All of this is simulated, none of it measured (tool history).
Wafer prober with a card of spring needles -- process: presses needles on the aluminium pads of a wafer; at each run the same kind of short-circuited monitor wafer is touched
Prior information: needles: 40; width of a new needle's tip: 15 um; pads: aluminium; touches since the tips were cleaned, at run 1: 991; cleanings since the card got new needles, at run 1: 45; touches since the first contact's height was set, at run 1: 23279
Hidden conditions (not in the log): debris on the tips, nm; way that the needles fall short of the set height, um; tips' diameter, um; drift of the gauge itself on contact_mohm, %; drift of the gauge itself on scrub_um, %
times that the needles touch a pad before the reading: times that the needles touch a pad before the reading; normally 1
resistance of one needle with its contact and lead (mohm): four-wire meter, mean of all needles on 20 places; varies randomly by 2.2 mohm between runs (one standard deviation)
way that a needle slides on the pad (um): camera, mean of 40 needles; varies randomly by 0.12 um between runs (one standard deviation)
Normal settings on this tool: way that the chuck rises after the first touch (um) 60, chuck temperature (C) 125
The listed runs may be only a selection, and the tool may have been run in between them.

| run | hour | way that the chuck rises after the first touch (um) | chuck temperature (C) | times that the needles touch a pad before the reading | touches since the tips were cleaned | cleanings since the card got new needles | touches since the first contact's height was set | resistance of one needle with its contact and lead (mohm) | way that a needle slides on the pad (um) |
|---|---|---|---|---|---|---|---|---|---|
| 1 | 0.0 | 60 | 125 | 1 | 991 | 45 | 23279 | 270 | 15.48 |
|  | 2.8 | tips cleaned on abrasive film |
|  | 9.6 | tips cleaned on abrasive film |
|  | 16.4 | tips cleaned on abrasive film |
|  | 23.2 | tips cleaned on abrasive film |
|  | 30.1 | tips cleaned on abrasive film |
|  | 36.9 | tips cleaned on abrasive film |
| 2 | 39.9 | 60 | 125 | 1 | 1005 | 51 | 36318 | 275 | 15.27 |
|  | 42.7 | tips cleaned on abrasive film |
|  | 49.5 | tips cleaned on abrasive film |
|  | 56.3 | tips cleaned on abrasive film |
|  | 63.2 | tips cleaned on abrasive film |
|  | 70.0 | tips cleaned on abrasive film |
|  | 76.8 | tips cleaned on abrasive film |
|  | 83.6 | tips cleaned on abrasive film |
|  | 90.4 | tips cleaned on abrasive film |
|  | 97.3 | tips cleaned on abrasive film |
|  | 104.1 | tips cleaned on abrasive film |
| 3 | 105.5 | 60 | 125 | 1 | 484 | 61 | 57751 | 268 | 15.02 |
|  | 109.7 | tips cleaned on abrasive film |
|  | 116.5 | tips cleaned on abrasive film |
|  | 123.3 | tips cleaned on abrasive film |
|  | 126.1 | tips cleaned on abrasive film, once more |
|  | 132.9 | tips cleaned on abrasive film |
|  | 139.7 | tips cleaned on abrasive film |
|  | 146.5 | tips cleaned on abrasive film |
| 4 | 147.8 | 60 | 125 | 2 | 417 | 68 | 71533 | 262 | 14.83 |
|  | 153.3 | tips cleaned on abrasive film |
|  | 156.3 | height of the first contact set anew |
|  | 160.4 | tips cleaned on abrasive film |
|  | 167.2 | tips cleaned on abrasive film |
|  | 172.7 | tips cleaned on abrasive film |
|  | 179.5 | tips cleaned on abrasive film |
|  | 186.3 | tips cleaned on abrasive film |
|  | 191.8 | tips cleaned on abrasive film |
|  | 198.6 | tips cleaned on abrasive film |
|  | 205.5 | tips cleaned on abrasive film |
| 5 | 209.5 | 60 | 125 | 2 | 1334 | 77 | 17382 | 270 | 15.55 |
|  | 212.3 | tips cleaned on abrasive film |
|  | 219.1 | tips cleaned on abrasive film |
|  | 225.9 | tips cleaned on abrasive film |
|  | 232.7 | tips cleaned on abrasive film |
|  | 239.6 | tips cleaned on abrasive film |
|  | 246.4 | tips cleaned on abrasive film |
|  | 253.2 | tips cleaned on abrasive film |
|  | 260.0 | tips cleaned on abrasive film |
|  | 266.8 | tips cleaned on abrasive film |
|  | 273.7 | tips cleaned on abrasive film |
| 6 | 277.2 | 60 | 125 | 1 | 1159 | 87 | 39492 | 284 | 15.42 |
|  | 279.9 | tips cleaned on abrasive film |
|  | 286.8 | tips cleaned on abrasive film |
|  | 293.6 | tips cleaned on abrasive film |
|  | 300.4 | tips cleaned on abrasive film |
|  | 307.2 | tips cleaned on abrasive film |
|  | 314.0 | tips cleaned on abrasive film |
| 7 | 315.6 | 60 | 67 | 1 | 503 | 93 | 52031 | 254 | 15.10 |
|  | 319.7 | tips cleaned on abrasive film |
|  | 326.5 | tips cleaned on abrasive film |
|  | 333.3 | tips cleaned on abrasive film |
|  | 340.1 | tips cleaned on abrasive film |
|  | 347.0 | tips cleaned on abrasive film |
|  | 353.8 | tips cleaned on abrasive film |
|  | 360.6 | tips cleaned on abrasive film |
|  | 367.4 | tips cleaned on abrasive film |
|  | 374.3 | tips cleaned on abrasive film |
|  | 379.7 | tips cleaned on abrasive film |
|  | 382.7 | height of the first contact set anew |
|  | 385.8 | tips cleaned on abrasive film |
| 8 | 385.8 | 49 | 125 | 1 | 0 | 104 | 1001 | 258 | 13.02 |
|  | 392.6 | tips cleaned on abrasive film |
|  | 399.5 | tips cleaned on abrasive film |
|  | 406.3 | tips cleaned on abrasive film |
|  | 411.8 | tips cleaned on abrasive film |
|  | 418.6 | tips cleaned on abrasive film |
|  | 424.1 | tips cleaned on abrasive film |
|  | 430.9 | tips cleaned on abrasive film |
| 9 | 430.9 | 49 | 125 | 1 | 0 | 111 | 15704 | 255 | 12.82 |
|  | 437.7 | tips cleaned on abrasive film |
|  | 444.5 | tips cleaned on abrasive film |
|  | 451.3 | tips cleaned on abrasive film |
|  | 458.2 | tips cleaned on abrasive film |
|  | 465.0 | tips cleaned on abrasive film |
|  | 471.8 | tips cleaned on abrasive film |
|  | 478.6 | tips cleaned on abrasive film |
|  | 485.4 | tips cleaned on abrasive film |
|  | 492.3 | tips cleaned on abrasive film |
|  | 499.1 | tips cleaned on abrasive film |
| 10 | 503.7 | 79 | 119 | 1 | 1530 | 121 | 39522 | 271 | 20.36 |
|  | 505.1 | tips cleaned on abrasive film |
|  | 512.0 | tips cleaned on abrasive film |
|  | 518.8 | tips cleaned on abrasive film |
|  | 525.6 | tips cleaned on abrasive film |
|  | 532.4 | tips cleaned on abrasive film |
|  | 539.2 | tips cleaned on abrasive film |
| 11 | 542.0 | 60 | 125 | 2 | 920 | 127 | 52033 | 274 | 15.08 |
|  | 544.8 | tips cleaned on abrasive film |
|  | 551.6 | tips cleaned on abrasive film |
|  | 558.4 | tips cleaned on abrasive film |
|  | 565.2 | tips cleaned on abrasive film |
|  | 572.1 | tips cleaned on abrasive film |
| 12 | 576.3 | 60 | 35 | 2 | 1417 | 132 | 63246 | 260 | 15.14 |
|  | 577.8 | tips cleaned on abrasive film |
|  | 584.6 | tips cleaned on abrasive film |
|  | 591.4 | tips cleaned on abrasive film |
|  | 598.2 | tips cleaned on abrasive film |
|  | 605.1 | tips cleaned on abrasive film |
|  | 609.4 | height of the first contact set anew |
|  | 610.8 | tips cleaned on abrasive film |
|  | 617.7 | tips cleaned on abrasive film |
|  | 624.5 | tips cleaned on abrasive film |
|  | 630.0 | tips cleaned on abrasive film |
|  | 636.8 | tips cleaned on abrasive film |
| 13 | 636.9 | 60 | 35 | 2 | 44 | 142 | 8959 | 232 | 15.79 |
|  | 642.4 | tips cleaned on abrasive film |
|  | 649.2 | tips cleaned on abrasive film |
|  | 656.0 | tips cleaned on abrasive film |
|  | 662.9 | tips cleaned on abrasive film |
|  | 669.7 | tips cleaned on abrasive film |
|  | 676.5 | tips cleaned on abrasive film |
|  | 683.3 | tips cleaned on abrasive film |
|  | 690.1 | tips cleaned on abrasive film |
|  | 697.0 | tips cleaned on abrasive film |
|  | 703.8 | tips cleaned on abrasive film |
| 14 | 708.0 | 49 | 125 | 2 | 1408 | 152 | 32214 | 298 | 12.59 |
|  | 709.5 | tips cleaned on abrasive film |
|  | 716.3 | tips cleaned on abrasive film |
|  | 723.1 | tips cleaned on abrasive film |
|  | 728.6 | tips cleaned on abrasive film |
|  | 735.4 | tips cleaned on abrasive film |
|  | 742.2 | tips cleaned on abrasive film |
|  | 749.0 | tips cleaned on abrasive film |
|  | 755.9 | tips cleaned on abrasive film |
|  | 762.7 | tips cleaned on abrasive film |
| 15 | 766.4 | 49 | 103 | 1 | 1218 | 161 | 51262 | 315 | 12.27 |
|  | 769.2 | tips cleaned on abrasive film |
|  | 776.0 | tips cleaned on abrasive film |
|  | 782.8 | tips cleaned on abrasive film |
|  | 788.3 | tips cleaned on abrasive film |
|  | 795.1 | tips cleaned on abrasive film |
|  | 801.9 | tips cleaned on abrasive film |
|  | 808.7 | tips cleaned on abrasive film |
|  | 815.6 | tips cleaned on abrasive film |
|  | 822.4 | tips cleaned on abrasive film |
|  | 829.2 | tips cleaned on abrasive film |
|  | 836.0 | tips cleaned on abrasive film |
|  | 836.3 | height of the first contact set anew |
| 16 | 839.8 | 45 | 77 | 1 | 1147 | 172 | 1147 | 308 | 11.77 |
|  | 842.6 | tips cleaned on abrasive film |
|  | 849.4 | tips cleaned on abrasive film |
|  | 856.2 | tips cleaned on abrasive film |
|  | 863.0 | tips cleaned on abrasive film |
|  | 869.8 | tips cleaned on abrasive film |
|  | 876.7 | tips cleaned on abrasive film |
|  | 883.5 | tips cleaned on abrasive film |
|  | 890.3 | tips cleaned on abrasive film |
|  | 897.1 | tips cleaned on abrasive film |
|  | 904.0 | tips cleaned on abrasive film |
|  | 910.8 | tips cleaned on abrasive film |
|  | 917.6 | tips cleaned on abrasive film |
| 17 | 919.1 | 42 | 27 | 1 | 514 | 184 | 27071 | 298 | 10.73 |

Run 18 is up next; what results do you expect?
|  | 923.3 | tips cleaned on abrasive film |
|  | 930.1 | tips cleaned on abrasive film |
|  | 936.9 | tips cleaned on abrasive film |
|  | 942.4 | tips cleaned on abrasive film |
|  | 949.2 | tips cleaned on abrasive film |
|  | 956.0 | tips cleaned on abrasive film |
| 18 | 957.0 | 42 | 27 | 2 | 327 | 190 | 39431 | ? | ? |

Run 18 measured resistance of one needle with its contact and lead (mohm) 262, way that a needle slides on the pad (um) 10.47.
On a tool with no hidden condition, and with the same random variation, this run would have come out at resistance of one needle with its contact and lead (mohm) 228, way that a needle slides on the pad (um) 10.91.
